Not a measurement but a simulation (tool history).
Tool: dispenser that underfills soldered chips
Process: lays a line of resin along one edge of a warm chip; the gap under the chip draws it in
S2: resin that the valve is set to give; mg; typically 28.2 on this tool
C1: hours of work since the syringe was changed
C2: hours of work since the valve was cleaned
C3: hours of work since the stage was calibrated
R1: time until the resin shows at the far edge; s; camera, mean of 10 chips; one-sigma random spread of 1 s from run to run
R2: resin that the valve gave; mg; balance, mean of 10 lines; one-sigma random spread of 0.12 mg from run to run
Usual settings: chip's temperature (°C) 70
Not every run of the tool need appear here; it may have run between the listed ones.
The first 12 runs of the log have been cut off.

Run 13, day 1.704: usual settings; C1 6; C2 51; C3 92. Result: R1 152.5 s, R2 27.38 mg.
Run 14, day 1.829: usual settings; C1 8; C2 53; C3 94. Result: R1 177.4 s, R2 27.12 mg.
Run 15, day 1.954: usual settings; C1 11; C2 55; C3 96. Result: R1 211.3 s, R2 27.18 mg.
At day 2.038: new syringe of resin.
Run 16, day 2.062: usual settings but chip's temperature (°C) 61, S2 34 mg; C1 0; C2 57; C3 98. Result: R1 158.7 s, R2 32.31 mg.
Run 17, day 2.183: usual settings but chip's temperature (°C) 55, S2 25.3 mg; C1 3; C2 59; C3 100. Result: R1 259.8 s, R2 24.17 mg.
Run 18, day 2.375: usual settings but chip's temperature (°C) 55, S2 25.3 mg; C1 6; C2 63; C3 104. Result: R1 331.2 s, R2 24.01 mg.
Run 19, day 2.529: usual settings but chip's temperature (°C) 55, S2 25.3 mg; C1 9; C2 66; C3 106. Result: R1 405.4 s, R2 24.34 mg.
At day 2.712: new syringe of resin.
Run 20, day 2.725: usual settings but S2 29 mg; C1 0; C2 69; C3 110. Result: R1 101.4 s, R2 27.48 mg.
Run 21, day 2.912: usual settings but S2 24.8 mg; C1 4; C2 72; C3 113. Result: R1 131.7 s, R2 23.43 mg.
Run 22, day 3.096: usual settings but chip's temperature (°C) 78; C1 7; C2 76; C3 117. Result: R1 111.9 s, R2 26.65 mg.
Run 23, day 3.275: usual settings but chip's temperature (°C) 82, S2 35.1 mg; C1 10; C2 79; C3 120. Result: R1 113.2 s, R2 33.15 mg.
At day 3.375: new syringe of resin.
Run 24, day 3.438: usual settings but chip's temperature (°C) 82, S2 35.1 mg; C1 1; C2 82; C3 123. Result: R1 61.6 s, R2 32.91 mg.
Run 25, day 3.554: usual settings but chip's temperature (°C) 57, S2 33.1 mg; C1 3; C2 84; C3 125. Result: R1 234.9 s, R2 31.16 mg.
Run 26, day 3.771: usual settings but chip's temperature (°C) 67, S2 32.4 mg; C1 7; C2 88; C3 129. Result: R1 183.6 s, R2 30.3 mg.
Run 27, day 3.988: usual settings but chip's temperature (°C) 76, S2 29.4 mg; C1 11; C2 92; C3 133. Result: R1 159.8 s, R2 27.5 mg.
At day 4.046: new syringe of resin.
Run 28, day 4.121: usual settings but chip's temperature (°C) 73, S2 35.9 mg; C1 1; C2 94; C3 135. Result: R1 90.1 s, R2 33.43 mg.
Run 29, day 4.3: usual settings but chip's temperature (°C) 83, S2 25.3 mg; C1 5; C2 97; C3 138. Result: R1 75.8 s, R2 23.46 mg.
Run 30, day 4.5: usual settings but chip's temperature (°C) 83, S2 25.3 mg; C1 8; C2 101; C3 142. Result: R1 96.6 s, R2 23.54 mg.

Forecast each of these 3 alternatives for the next run:
At day 4.679: dispensing valve cleaned and set on the balance.
At day 4.746: new syringe of resin.
Run A, day 4.746: usual settings but chip's temperature (°C) 63, S2 25.3 mg; C1 0; C2 1; C3 145. Result: R1 ?, R2 ?.
At day 4.679: dispensing valve cleaned and set on the balance.
At day 4.746: new syringe of resin.
Run B, day 4.746: usual settings but chip's temperature (°C) 62, S2 29.3 mg; C1 0; C2 1; C3 145. Result: R1 ?, R2 ?.
At day 4.679: dispensing valve cleaned and set on the balance.
At day 4.746: new syringe of resin.
Run C, day 4.746: usual settings but chip's temperature (°C) 62, S2 25.4 mg; C1 0; C2 1; C3 145. Result: R1 ?, R2 ?.

run     R1     R2
  A  137.2  25.47
  B  143.8   29.2
  C  143.9  25.28
With no hidden state in the tool, these same runs would have given:
run     R1     R2
  A  143.2  25.47
  B  150.1  29.19
  C  150.2  25.28
